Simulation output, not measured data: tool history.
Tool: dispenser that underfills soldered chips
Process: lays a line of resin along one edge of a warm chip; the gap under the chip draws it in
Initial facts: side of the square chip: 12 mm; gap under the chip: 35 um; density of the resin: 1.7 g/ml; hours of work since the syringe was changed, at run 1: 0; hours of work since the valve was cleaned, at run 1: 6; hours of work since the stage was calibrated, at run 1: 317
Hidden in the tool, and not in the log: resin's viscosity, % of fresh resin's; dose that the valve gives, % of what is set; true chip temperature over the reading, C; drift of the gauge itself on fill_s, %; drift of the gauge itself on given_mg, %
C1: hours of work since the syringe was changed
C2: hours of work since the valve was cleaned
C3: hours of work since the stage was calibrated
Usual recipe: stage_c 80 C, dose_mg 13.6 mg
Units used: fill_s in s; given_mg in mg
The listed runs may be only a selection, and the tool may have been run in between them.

run 1 hour=0 | stage_c=80 dose_mg=13.6 | C1=0 C2=6 C3=317 | fill_s=165.7 given_mg=13.58
run 2 hour=5.8 | stage_c=80 dose_mg=13.6 | C1=4 C2=10 C3=321 | fill_s=196.6 given_mg=13.62
-- hour=11 new syringe of resin
run 3 hour=18.2 | stage_c=80 dose_mg=13.6 | C1=5 C2=18 C3=330 | fill_s=202.9 given_mg=13.55
-- hour=22.2 new syringe of resin
run 4 hour=28.2 | stage_c=80 dose_mg=13.6 | C1=4 C2=25 C3=336 | fill_s=198.3 given_mg=13.53
-- hour=33.4 new syringe of resin
run 5 hour=35.7 | stage_c=93 dose_mg=13.6 | C1=2 C2=30 C3=341 | fill_s=104.8 given_mg=13.52
run 6 hour=42.7 | stage_c=93 dose_mg=13.6 | C1=6 C2=35 C3=346 | fill_s=125.6 given_mg=13.46
-- hour=44.5 new syringe of resin
run 7 hour=51.1 | stage_c=93 dose_mg=13.6 | C1=5 C2=40 C3=352 | fill_s=117.1 given_mg=13.45
-- hour=56 new syringe of resin
run 8 hour=57.2 | stage_c=93 dose_mg=13.6 | C1=1 C2=44 C3=356 | fill_s=101.3 given_mg=13.37
run 9 hour=64.7 | stage_c=80 dose_mg=11.8 | C1=6 C2=49 C3=361 | fill_s=212.1 given_mg=11.69
-- hour=67.3 new syringe of resin
run 10 hour=73.4 | stage_c=80 dose_mg=13.6 | C1=4 C2=55 C3=367 | fill_s=195.3 given_mg=13.43
-- hour=78.4 new syringe of resin
run 11 hour=85.6 | stage_c=80 dose_mg=13.6 | C1=5 C2=63 C3=375 | fill_s=203.4 given_mg=13.38
-- hour=90.1 new syringe of resin
run 12 hour=93.7 | stage_c=80 dose_mg=13.6 | C1=2 C2=69 C3=380 | fill_s=186.3 given_mg=13.31
-- hour=101.8 new syringe of resin
run 13 hour=103.7 | stage_c=67 dose_mg=13.6 | C1=1 C2=75 C3=387 | fill_s=303.7 given_mg=13.32
-- hour=112.6 new syringe of resin
run 14 hour=115.8 | stage_c=67 dose_mg=13.6 | C1=2 C2=84 C3=395 | fill_s=314.7 given_mg=13.2
-- hour=119.6 dispensing valve cleaned and set on the balance
-- hour=124.7 new syringe of resin
run 15 hour=127.5 | stage_c=67 dose_mg=13.6 | C1=2 C2=5 C3=402 | fill_s=313.4 given_mg=13.63
run 16 hour=134.1 | stage_c=67 dose_mg=13.6 | C1=7 C2=10 C3=407 | fill_s=380.5 given_mg=13.63
-- hour=136.4 new syringe of resin
run 17 hour=139.4 | stage_c=74 dose_mg=13.6 | C1=2 C2=13 C3=410 | fill_s=229.1 given_mg=13.54
-- hour=147.7 new syringe of resin
run 18 hour=148.6 | stage_c=80 dose_mg=17 | C1=1 C2=19 C3=417 | fill_s=163.8 given_mg=17.01
run 19 hour=156.1 | stage_c=86 dose_mg=17.5 | C1=6 C2=25 C3=422 | fill_s=155.8 given_mg=17.51
-- hour=158.7 new syringe of resin
run 20 hour=161.5 | stage_c=71 dose_mg=15.4 | C1=2 C2=28 C3=425 | fill_s=256.8 given_mg=15.29
-- hour=170 new syringe of resin
run 21 hour=170.1 | stage_c=72 dose_mg=14.8 | C1=0 C2=34 C3=431 | fill_s=223.4 given_mg=14.72
run 22 hour=179 | stage_c=71 dose_mg=17.5 | C1=6 C2=40 C3=437 | fill_s=290.9 given_mg=17.22
-- hour=181.5 new syringe of resin
run 23 hour=186.1 | stage_c=71 dose_mg=17.5 | C1=3 C2=45 C3=442 | fill_s=263.9 given_mg=17.29
-- hour=193.1 new syringe of resin
run 24 hour=194.2 | stage_c=71 dose_mg=17.5 | C1=1 C2=50 C3=447 | fill_s=238.1 given_mg=17.32
run 25 hour=200.7 | stage_c=71 dose_mg=17.5 | C1=5 C2=54 C3=452 | fill_s=293.2 given_mg=17.28
-- hour=204.4 new syringe of resin
run 26 hour=210.5 | stage_c=90 dose_mg=15.1 | C1=4 C2=61 C3=458 | fill_s=126.2 given_mg=14.92
-- hour=215.6 new syringe of resin
run 27 hour=221 | stage_c=82 dose_mg=15.1 | C1=4 C2=68 C3=465 | fill_s=169.2 given_mg=14.74
-- hour=226.9 new syringe of resin
run 28 hour=231.3 | stage_c=89 dose_mg=13.7 | C1=3 C2=75 C3=472 | fill_s=122.5 given_mg=13.46
-- hour=238.4 new syringe of resin
run 29 hour=238.7 | stage_c=89 dose_mg=13.7 | C1=0 C2=80 C3=477 | fill_s=114.6 given_mg=13.37
run 30 hour=244.6 | stage_c=89 dose_mg=13.7 | C1=4 C2=84 C3=481 | fill_s=132.6 given_mg=13.35
-- hour=247.7 dispensing valve cleaned and set on the balance
-- hour=250.6 new syringe of resin
run 31 hour=254.3 | stage_c=67 dose_mg=14.1 | C1=3 C2=4 C3=487 | fill_s=303.5 given_mg=14.12
run 32 hour=260.3 | stage_c=67 dose_mg=14.1 | C1=7 C2=9 C3=491 | fill_s=355.3 given_mg=14.11
-- hour=262.4 new syringe of resin
run 33 hour=266.2 | stage_c=94 dose_mg=15.3 | C1=3 C2=12 C3=495 | fill_s=101.2 given_mg=15.32
-- hour=274.3 new syringe of resin
run 34 hour=274.4 | stage_c=91 dose_mg=13.3 | C1=0 C2=18 C3=501 | fill_s=104.7 given_mg=13.23
run 35 hour=280 | stage_c=87 dose_mg=12.3 | C1=4 C2=22 C3=504 | fill_s=143 given_mg=12.22

3 ways to go on from here, each from the tool as it stands after run 35. What would each give?
-- hour=285.3 new syringe of resin
run A hour=292.3 | stage_c=83 dose_mg=12.7 | C1=5 C2=30 C3=513 | fill_s=? given_mg=?
-- hour=285.3 new syringe of resin
run B hour=292.3 | stage_c=72 dose_mg=14.4 | C1=5 C2=30 C3=513 | fill_s=? given_mg=?
-- hour=285.3 new syringe of resin
run C hour=292.3 | stage_c=90 dose_mg=12.3 | C1=5 C2=30 C3=513 | fill_s=? given_mg=?

run=A fill_s=172.6 given_mg=12.66
run=B fill_s=270.4 given_mg=14.24
run=C fill_s=130.5 given_mg=12.18
Take away the tool's hidden state, keep each run's random variation, and the runs would have read:
run=A fill_s=162.7 given_mg=12.75
run=B fill_s=257.3 given_mg=14.34
run=C fill_s=122.4 given_mg=12.27

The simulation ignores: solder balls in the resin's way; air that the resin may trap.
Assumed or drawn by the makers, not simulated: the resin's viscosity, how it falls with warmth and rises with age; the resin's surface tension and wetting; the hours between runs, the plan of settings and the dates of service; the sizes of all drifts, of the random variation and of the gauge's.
